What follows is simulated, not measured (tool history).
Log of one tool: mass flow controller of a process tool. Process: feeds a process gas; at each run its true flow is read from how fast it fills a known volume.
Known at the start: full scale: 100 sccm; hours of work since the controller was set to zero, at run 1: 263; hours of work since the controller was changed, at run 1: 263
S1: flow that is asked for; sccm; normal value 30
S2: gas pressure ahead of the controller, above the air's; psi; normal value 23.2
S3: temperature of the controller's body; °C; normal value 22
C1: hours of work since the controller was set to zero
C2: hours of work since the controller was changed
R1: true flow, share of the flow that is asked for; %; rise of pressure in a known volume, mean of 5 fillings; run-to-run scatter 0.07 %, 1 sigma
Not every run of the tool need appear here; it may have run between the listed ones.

run,hour,S1,S2,S3,C1,C2,R1
1,0,30,23.2,22,263,263,97.94
2,112.7,30,23.2,22,320,320,97.91
3,210.3,30,23.2,22,369,369,97.97
4,259.1,30,23.2,22,394,394,98.1
5,324.1,30,36.3,22,427,427,98.11
6,436.6,30,36.3,22,484,484,98.22
7,540.6,30,23.2,22,537,537,98.06
8,644.4,30,23.2,22,590,590,98.03
9,699.6,25,23.2,22,618,618,97.84
10,814.5,21,23.5,25,676,676,97.67
11,884.8,21,23.5,25,712,712,97.7
12,983,21,20.7,24,762,762,97.8

Run 13 is up next; what results do you expect?
13,1057.8,30,30.6,22,799,799,?

R1: 98.3 %
Take away the tool's hidden state, keep the run-to-run variation as it was, and the same run would have given R1 97.95 %.
